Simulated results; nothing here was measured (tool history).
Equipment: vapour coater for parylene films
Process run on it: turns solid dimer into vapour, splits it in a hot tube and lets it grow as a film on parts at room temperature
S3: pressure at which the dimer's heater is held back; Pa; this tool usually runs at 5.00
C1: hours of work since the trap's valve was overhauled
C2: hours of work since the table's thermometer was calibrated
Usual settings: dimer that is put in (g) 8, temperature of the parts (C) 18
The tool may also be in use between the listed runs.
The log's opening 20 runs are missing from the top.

Run 21, hour 342.9: usual settings but temperature of the parts (C) 13, S3 9.12 Pa; C1 415; C2 516. Result: thickness of the film (µm) 1.36.
At hour 350.9: trap's valve overhauled.
Run 22, hour 368.6: usual settings but temperature of the parts (C) 13, S3 9.12 Pa; C1 13; C2 532. Result: thickness of the film (µm) 1.48.
Run 23, hour 379.1: usual settings but dimer that is put in (g) 4, temperature of the parts (C) 13, S3 4.89 Pa; C1 21; C2 540. Result: thickness of the film (µm) 0.83.
Run 24, hour 399.5: usual settings but dimer that is put in (g) 4, temperature of the parts (C) 13, S3 4.89 Pa; C1 35; C2 554. Result: thickness of the film (µm) 0.82.
Run 25, hour 419.8: usual settings but dimer that is put in (g) 10, temperature of the parts (C) 26; C1 50; C2 569. Result: thickness of the film (µm) 1.10.
Run 26, hour 438.7: usual settings but dimer that is put in (g) 10, temperature of the parts (C) 26; C1 64; C2 583. Result: thickness of the film (µm) 1.09.
Run 27, hour 457.3: usual settings but dimer that is put in (g) 10, temperature of the parts (C) 24; C1 77; C2 597. Result: thickness of the film (µm) 1.20.
Run 28, hour 478.1: usual settings but dimer that is put in (g) 6, temperature of the parts (C) 24, S3 2.52 Pa; C1 93; C2 612. Result: thickness of the film (µm) 0.81.
Run 29, hour 497.8: usual settings but dimer that is put in (g) 4, S3 2.02 Pa; C1 107; C2 626. Result: thickness of the film (µm) 0.78.
Run 30, hour 512.3: usual settings but temperature of the parts (C) 12, S3 11.50 Pa; C1 118; C2 637. Result: thickness of the film (µm) 1.45.
Run 31, hour 531.7: usual settings but temperature of the parts (C) 12, S3 11.50 Pa; C1 132; C2 651. Result: thickness of the film (µm) 1.42.
Run 32, hour 541.9: usual settings but dimer that is put in (g) 6, temperature of the parts (C) 17; C1 139; C2 658. Result: thickness of the film (µm) 1.01.
Run 33, hour 552.8: usual settings but dimer that is put in (g) 3, S3 4.61 Pa; C1 147; C2 666. Result: thickness of the film (µm) 0.49.

Alternative continuations, all from the tool just after run 33; predict every row:
Run A, hour 576.9: usual settings but dimer that is put in (g) 3, temperature of the parts (C) 21, S3 4.61 Pa; C1 165; C2 684. Result: thickness of the film (µm) ?.
Run B, hour 576.9: usual settings but temperature of the parts (C) 16, S3 4.49 Pa; C1 165; C2 684. Result: thickness of the film (µm) ?.
Run C, hour 576.9: usual settings but dimer that is put in (g) 10, temperature of the parts (C) 16, S3 6.30 Pa; C1 165; C2 684. Result: thickness of the film (µm) ?.
Run D, hour 576.9: usual settings but dimer that is put in (g) 5, S3 4.61 Pa; C1 165; C2 684. Result: thickness of the film (µm) ?.

run  thickness of the film (µm)
  A                        0.42
  B                        1.42
  C                        1.68
  D                        0.81
Had the tool no hidden state, the same runs would have come out as:
run  thickness of the film (µm)
  A                        0.44
  B                        1.49
  C                        1.76
  D                        0.85
